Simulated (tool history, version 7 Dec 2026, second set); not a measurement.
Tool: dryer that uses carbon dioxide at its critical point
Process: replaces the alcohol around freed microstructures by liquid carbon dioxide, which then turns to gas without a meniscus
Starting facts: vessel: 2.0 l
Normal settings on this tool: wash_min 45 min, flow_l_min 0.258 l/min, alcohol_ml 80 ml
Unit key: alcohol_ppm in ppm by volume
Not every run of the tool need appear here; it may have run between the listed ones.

run 1 hour=0 | wash_min=45 flow_l_min=0.258 alcohol_ml=80 | alcohol_ppm=672
run 2 hour=6.2 | wash_min=45 flow_l_min=0.258 alcohol_ml=80 | alcohol_ppm=673
run 3 hour=16 | wash_min=45 flow_l_min=0.258 alcohol_ml=80 | alcohol_ppm=673
run 4 hour=26.1 | wash_min=45 flow_l_min=0.258 alcohol_ml=80 | alcohol_ppm=653
run 5 hour=30.7 | wash_min=51 flow_l_min=0.258 alcohol_ml=80 | alcohol_ppm=388
run 6 hour=40.2 | wash_min=45 flow_l_min=0.258 alcohol_ml=64 | alcohol_ppm=525
run 7 hour=49.5 | wash_min=45 flow_l_min=0.234 alcohol_ml=80 | alcohol_ppm=1002
run 8 hour=55.4 | wash_min=45 flow_l_min=0.234 alcohol_ml=80 | alcohol_ppm=1015
run 9 hour=61.3 | wash_min=45 flow_l_min=0.234 alcohol_ml=80 | alcohol_ppm=1035
run 10 hour=71.2 | wash_min=45 flow_l_min=0.234 alcohol_ml=72 | alcohol_ppm=939
run 11 hour=75.6 | wash_min=45 flow_l_min=0.234 alcohol_ml=72 | alcohol_ppm=918
run 12 hour=85.3 | wash_min=45 flow_l_min=0.234 alcohol_ml=72 | alcohol_ppm=902
run 13 hour=90.6 | wash_min=45 flow_l_min=0.234 alcohol_ml=72 | alcohol_ppm=909
run 14 hour=100.5 | wash_min=45 flow_l_min=0.234 alcohol_ml=72 | alcohol_ppm=926
run 15 hour=108.1 | wash_min=45 flow_l_min=0.234 alcohol_ml=72 | alcohol_ppm=918
run 16 hour=115.2 | wash_min=45 flow_l_min=0.234 alcohol_ml=72 | alcohol_ppm=913
run 17 hour=122.9 | wash_min=45 flow_l_min=0.258 alcohol_ml=24 | alcohol_ppm=211
run 18 hour=132.2 | wash_min=45 flow_l_min=0.258 alcohol_ml=24 | alcohol_ppm=219
run 19 hour=138.7 | wash_min=45 flow_l_min=0.258 alcohol_ml=24 | alcohol_ppm=225
run 20 hour=147.5 | wash_min=45 flow_l_min=0.258 alcohol_ml=80 | alcohol_ppm=697
run 21 hour=152 | wash_min=45 flow_l_min=0.258 alcohol_ml=80 | alcohol_ppm=729
run 22 hour=156.8 | wash_min=45 flow_l_min=0.258 alcohol_ml=51 | alcohol_ppm=442
run 23 hour=162.3 | wash_min=45 flow_l_min=0.258 alcohol_ml=51 | alcohol_ppm=445
run 24 hour=168.5 | wash_min=56 flow_l_min=0.22 alcohol_ml=80 | alcohol_ppm=581
run 25 hour=175.2 | wash_min=45 flow_l_min=0.181 alcohol_ml=34 | alcohol_ppm=1064
run 26 hour=183.3 | wash_min=45 flow_l_min=0.251 alcohol_ml=80 | alcohol_ppm=765
run 27 hour=191.2 | wash_min=45 flow_l_min=0.251 alcohol_ml=80 | alcohol_ppm=797
run 28 hour=200.8 | wash_min=45 flow_l_min=0.278 alcohol_ml=80 | alcohol_ppm=492
run 29 hour=206.7 | wash_min=51 flow_l_min=0.17 alcohol_ml=20 | alcohol_ppm=539
run 30 hour=215.3 | wash_min=50 flow_l_min=0.17 alcohol_ml=83 | alcohol_ppm=2312
run 31 hour=220.2 | wash_min=50 flow_l_min=0.17 alcohol_ml=83 | alcohol_ppm=2366
run 32 hour=228.9 | wash_min=50 flow_l_min=0.17 alcohol_ml=83 | alcohol_ppm=2390
run 33 hour=238 | wash_min=71 flow_l_min=0.258 alcohol_ml=91 | alcohol_ppm=93
run 34 hour=247.1 | wash_min=55 flow_l_min=0.258 alcohol_ml=80 | alcohol_ppm=300
run 35 hour=253.1 | wash_min=55 flow_l_min=0.258 alcohol_ml=80 | alcohol_ppm=298
run 36 hour=260.1 | wash_min=42 flow_l_min=0.212 alcohol_ml=80 | alcohol_ppm=1906
run 37 hour=269.1 | wash_min=42 flow_l_min=0.212 alcohol_ml=80 | alcohol_ppm=1881
run 38 hour=278.1 | wash_min=67 flow_l_min=0.172 alcohol_ml=69 | alcohol_ppm=738
run 39 hour=285.2 | wash_min=45 flow_l_min=0.351 alcohol_ml=43 | alcohol_ppm=100
run 40 hour=294.3 | wash_min=45 flow_l_min=0.351 alcohol_ml=43 | alcohol_ppm=97
run 41 hour=300.1 | wash_min=45 flow_l_min=0.351 alcohol_ml=43 | alcohol_ppm=101
run 42 hour=308.7 | wash_min=32 flow_l_min=0.222 alcohol_ml=25 | alcohol_ppm=1124
run 43 hour=316 | wash_min=32 flow_l_min=0.222 alcohol_ml=25 | alcohol_ppm=1092
run 44 hour=325.5 | wash_min=33 flow_l_min=0.41 alcohol_ml=25 | alcohol_ppm=127
run 45 hour=330.5 | wash_min=33 flow_l_min=0.41 alcohol_ml=25 | alcohol_ppm=125
run 46 hour=338.7 | wash_min=33 flow_l_min=0.384 alcohol_ml=89 | alcohol_ppm=506

Measured result minus the same run's result without the hidden state. Both carry the same run-to-run variation, though not necessarily the same gauge scatter:
Hidden conditions of the tool in this case: flow that reaches the vessel past the clogged filter, %; alcohol in the recycled carbon dioxide, ppm; drift of the gauge itself on alcohol_ppm, %.
run=1 alcohol_ppm=+86
run=2 alcohol_ppm=+87
run=3 alcohol_ppm=+88
run=4 alcohol_ppm=+87
run=5 alcohol_ppm=+60
run=6 alcohol_ppm=+74
run=7 alcohol_ppm=+124
run=8 alcohol_ppm=+126
run=9 alcohol_ppm=+131
run=10 alcohol_ppm=+121
run=11 alcohol_ppm=+119
run=12 alcohol_ppm=+119
run=13 alcohol_ppm=+121
run=14 alcohol_ppm=+124
run=15 alcohol_ppm=+125
run=16 alcohol_ppm=+125
run=17 alcohol_ppm=+38
run=18 alcohol_ppm=+39
run=19 alcohol_ppm=+41
run=20 alcohol_ppm=+111
run=21 alcohol_ppm=+116
run=22 alcohol_ppm=+76
run=23 alcohol_ppm=+76
run=24 alcohol_ppm=+100
run=25 alcohol_ppm=+124
run=26 alcohol_ppm=+124
run=27 alcohol_ppm=+130
run=28 alcohol_ppm=+94
run=29 alcohol_ppm=+75
run=30 alcohol_ppm=+276
run=31 alcohol_ppm=+285
run=32 alcohol_ppm=+290
run=33 alcohol_ppm=+35
run=34 alcohol_ppm=+71
run=35 alcohol_ppm=+72
run=36 alcohol_ppm=+256
run=37 alcohol_ppm=+255
run=38 alcohol_ppm=+133
run=39 alcohol_ppm=+36
run=40 alcohol_ppm=+38
run=41 alcohol_ppm=+37
run=42 alcohol_ppm=+139
run=43 alcohol_ppm=+136
run=44 alcohol_ppm=+42
run=45 alcohol_ppm=+42
run=46 alcohol_ppm=+117
